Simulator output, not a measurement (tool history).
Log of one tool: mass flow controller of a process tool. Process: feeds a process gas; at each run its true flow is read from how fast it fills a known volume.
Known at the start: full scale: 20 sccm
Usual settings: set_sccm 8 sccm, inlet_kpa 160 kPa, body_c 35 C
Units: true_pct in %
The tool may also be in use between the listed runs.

run,hour,set_sccm,inlet_kpa,body_c,true_pct
1,0.0,8,160,35,99.20
2,153.4,8,160,35,99.11
3,443.7,8,245,35,99.96
4,756.7,8,245,35,99.85
5,954.1,8,245,33,100.15
6,1109.7,8,245,33,100.06
# hour 1138.3: controller's zero set anew
7,1330.0,8,160,35,99.71
8,1492.9,8,160,35,99.72
9,1719.2,8,160,35,99.77
10,1897.4,8,266,35,100.61
11,2137.6,8,266,35,100.78
12,2273.8,8,183,21,101.27
13,2526.1,8,265,32,100.98
14,2807.6,8,265,32,101.05
# hour 2860.2: controller's zero set anew, once more
15,2947.4,8,265,32,100.25
16,3102.3,18,183,22,101.16
17,3335.2,18,183,22,101.27
18,3498.2,8,186,27,100.33
19,3674.8,5,220,22,100.86
20,3872.7,3,175,24,100.35
21,4079.5,8,244,35,100.11

5 ways to go on from here, each from the tool as it stands after run 21. What would each give?
A,4220.8,7,148,35,?
B,4220.8,4,244,35,?
C,4220.8,4,160,39,?
D,4220.8,8,160,34,?
E,4220.8,8,262,35,?

run,true_pct
A,99.37
B,100.08
C,99.17
D,99.56
E,100.26
Without the tool's hidden state the same runs would have given:
run,true_pct
A,97.78
B,98.36
C,97.45
D,97.99
E,98.69

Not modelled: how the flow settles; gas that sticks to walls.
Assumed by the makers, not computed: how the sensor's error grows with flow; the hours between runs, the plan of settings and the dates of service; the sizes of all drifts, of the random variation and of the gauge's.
